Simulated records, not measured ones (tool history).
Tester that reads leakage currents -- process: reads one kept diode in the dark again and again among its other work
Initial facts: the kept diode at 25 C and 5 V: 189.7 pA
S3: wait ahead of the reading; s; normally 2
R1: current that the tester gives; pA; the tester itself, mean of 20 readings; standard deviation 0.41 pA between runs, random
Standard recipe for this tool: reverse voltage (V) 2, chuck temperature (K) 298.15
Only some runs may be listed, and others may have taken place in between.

{"run": 1, "day": 0.0, "reverse voltage (V)": 2, "chuck temperature (K)": 298.15, "S3": 2, "R1": 154.07}
{"run": 2, "day": 0.912, "reverse voltage (V)": 2, "chuck temperature (K)": 298.15, "S3": 2, "R1": 153.88}
{"day": 2.517, "done": "chuck's temperature calibrated"}
{"run": 3, "day": 2.658, "reverse voltage (V)": 2, "chuck temperature (K)": 298.15, "S3": 2, "R1": 156.92}
{"run": 4, "day": 4.417, "reverse voltage (V)": 2, "chuck temperature (K)": 298.15, "S3": 2, "R1": 157.84}
{"run": 5, "day": 6.288, "reverse voltage (V)": 6.57, "chuck temperature (K)": 298.15, "S3": 2, "R1": 253.42}
{"run": 6, "day": 8.346, "reverse voltage (V)": 6.57, "chuck temperature (K)": 298.15, "S3": 2, "R1": 254.14}
{"day": 8.888, "done": "chuck's temperature calibrated, once more"}
{"run": 7, "day": 10.454, "reverse voltage (V)": 6.57, "chuck temperature (K)": 298.15, "S3": 2, "R1": 221.18}
{"run": 8, "day": 11.512, "reverse voltage (V)": 6.57, "chuck temperature (K)": 298.15, "S3": 2, "R1": 223.27}
{"run": 9, "day": 12.575, "reverse voltage (V)": 2, "chuck temperature (K)": 298.15, "S3": 0.49, "R1": 140.09}
{"run": 10, "day": 14.371, "reverse voltage (V)": 2, "chuck temperature (K)": 298.15, "S3": 0.49, "R1": 138.88}
{"run": 11, "day": 16.475, "reverse voltage (V)": 2, "chuck temperature (K)": 309.15, "S3": 2, "R1": 346.29}
{"run": 12, "day": 18.462, "reverse voltage (V)": 2, "chuck temperature (K)": 309.15, "S3": 2, "R1": 347.68}
{"run": 13, "day": 19.392, "reverse voltage (V)": 2, "chuck temperature (K)": 309.15, "S3": 2, "R1": 348.54}
{"run": 14, "day": 21.179, "reverse voltage (V)": 7.31, "chuck temperature (K)": 316.15, "S3": 2, "R1": 993.75}
{"run": 15, "day": 22.558, "reverse voltage (V)": 7.31, "chuck temperature (K)": 316.15, "S3": 2, "R1": 991.8}
{"day": 24.45, "done": "probe card cleaned and baked"}
{"run": 16, "day": 24.758, "reverse voltage (V)": 2, "chuck temperature (K)": 310.15, "S3": 2, "R1": 378.17}
{"run": 17, "day": 26.712, "reverse voltage (V)": 2, "chuck temperature (K)": 310.15, "S3": 2, "R1": 380.67}
{"run": 18, "day": 28.262, "reverse voltage (V)": 2, "chuck temperature (K)": 310.15, "S3": 2, "R1": 378.81}
{"run": 19, "day": 29.979, "reverse voltage (V)": 2, "chuck temperature (K)": 306.15, "S3": 2, "R1": 274.27}
{"run": 20, "day": 31.296, "reverse voltage (V)": 2, "chuck temperature (K)": 304.15, "S3": 2, "R1": 232.34}
{"run": 21, "day": 32.354, "reverse voltage (V)": 17.07, "chuck temperature (K)": 327.15, "S3": 6.53, "R1": 3140.02}
{"run": 22, "day": 34.292, "reverse voltage (V)": 17.07, "chuck temperature (K)": 327.15, "S3": 6.53, "R1": 3132.14}

Measured less the same run without the tool's hidden state. The same run-to-run variation is in both; the gauge's scatter may not be:
The tool's hidden condition here consists of: stray current of the dirty probe card, pA a volt; current scale over the true one, %; true chuck temperature over the reading, C; drift of the gauge itself on leakage_pa, %.
run=1 R1=+18.67
run=2 R1=+18.84
run=3 R1=+22.56
run=4 R1=+23.11
run=5 R1=+41.92
run=6 R1=+42.94
run=7 R1=+11
run=8 R1=+11.57
run=9 R1=+4.37
run=10 R1=+4.78
run=11 R1=+8.47
run=12 R1=+9.53
run=13 R1=+9.99
run=14 R1=+33.11
run=15 R1=+34.86
run=16 R1=+10.01
run=17 R1=+11.28
run=18 R1=+12.13
run=19 R1=+9.78
run=20 R1=+8.93
run=21 R1=+111.59
run=22 R1=+120.05
